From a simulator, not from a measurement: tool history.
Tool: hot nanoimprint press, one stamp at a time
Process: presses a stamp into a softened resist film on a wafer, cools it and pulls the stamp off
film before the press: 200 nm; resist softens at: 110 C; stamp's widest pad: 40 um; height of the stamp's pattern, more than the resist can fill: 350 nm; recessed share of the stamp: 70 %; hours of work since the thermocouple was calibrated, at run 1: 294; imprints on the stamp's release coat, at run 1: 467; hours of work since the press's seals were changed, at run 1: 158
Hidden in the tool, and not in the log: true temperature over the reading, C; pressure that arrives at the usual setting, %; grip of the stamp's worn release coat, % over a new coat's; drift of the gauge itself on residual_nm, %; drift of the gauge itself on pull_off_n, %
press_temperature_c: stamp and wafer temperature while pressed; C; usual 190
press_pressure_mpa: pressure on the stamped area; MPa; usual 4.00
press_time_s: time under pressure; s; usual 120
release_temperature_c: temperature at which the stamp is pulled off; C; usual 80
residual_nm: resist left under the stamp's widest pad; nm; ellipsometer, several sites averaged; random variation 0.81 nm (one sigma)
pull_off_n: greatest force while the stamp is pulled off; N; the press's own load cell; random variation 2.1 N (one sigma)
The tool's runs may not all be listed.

| run | day | press_temperature_c | press_pressure_mpa | press_time_s | release_temperature_c | hours of work since the thermocouple was calibrated | imprints on the stamp's release coat | hours of work since the press's seals were changed | residual_nm | pull_off_n |
|---|---|---|---|---|---|---|---|---|---|---|
| 1 | 0.000 | 190 | 4.00 | 120 | 80 | 294 | 467 | 158 | 108.9 | 103 |
| 2 | 0.333 | 190 | 4.00 | 120 | 80 | 298 | 486 | 162 | 107.4 | 105 |
| 3 | 0.808 | 190 | 4.00 | 120 | 80 | 304 | 512 | 167 | 109.1 | 104 |
| 4 | 1.175 | 190 | 4.00 | 120 | 80 | 308 | 532 | 172 | 107.2 | 105 |
| 5 | 1.508 | 190 | 4.00 | 120 | 80 | 312 | 550 | 176 | 107.3 | 107 |
|  | 2.088 | stamp cleaned and given a new release coat |
| 6 | 2.088 | 178 | 4.00 | 120 | 80 | 316 | 0 | 180 | 159.4 | 90 |
| 7 | 2.358 | 178 | 4.00 | 120 | 80 | 320 | 14 | 183 | 159.6 | 93 |
| 8 | 2.875 | 178 | 4.00 | 120 | 80 | 326 | 43 | 189 | 158.9 | 91 |
|  | 3.038 | plate thermocouple calibrated |
| 9 | 3.388 | 190 | 4.00 | 120 | 80 | 4 | 64 | 194 | 110.6 | 94 |
| 10 | 3.646 | 190 | 4.00 | 120 | 80 | 7 | 78 | 197 | 110.2 | 94 |
| 11 | 3.938 | 199 | 4.00 | 182 | 65 | 11 | 94 | 201 | 64.6 | 104 |
| 12 | 4.362 | 199 | 4.00 | 182 | 65 | 16 | 117 | 206 | 65.5 | 101 |
| 13 | 4.725 | 190 | 4.00 | 75 | 79 | 20 | 137 | 210 | 127.9 | 101 |
|  | 4.971 | plate thermocouple calibrated, once more |
| 14 | 5.446 | 183 | 3.32 | 179 | 80 | 6 | 169 | 217 | 129.1 | 97 |
| 15 | 5.750 | 198 | 4.00 | 120 | 85 | 9 | 186 | 221 | 78.2 | 95 |

Forecast run 16:
| 16 | 6.125 | 178 | 4.81 | 120 | 72 | 14 | 206 | 225 | ? | ? |

residual_nm: 150.8 nm
pull_off_n: 103 N
Without the tool's hidden state the same run would have given residual_nm 150.3 nm, pull_off_n 98 N.
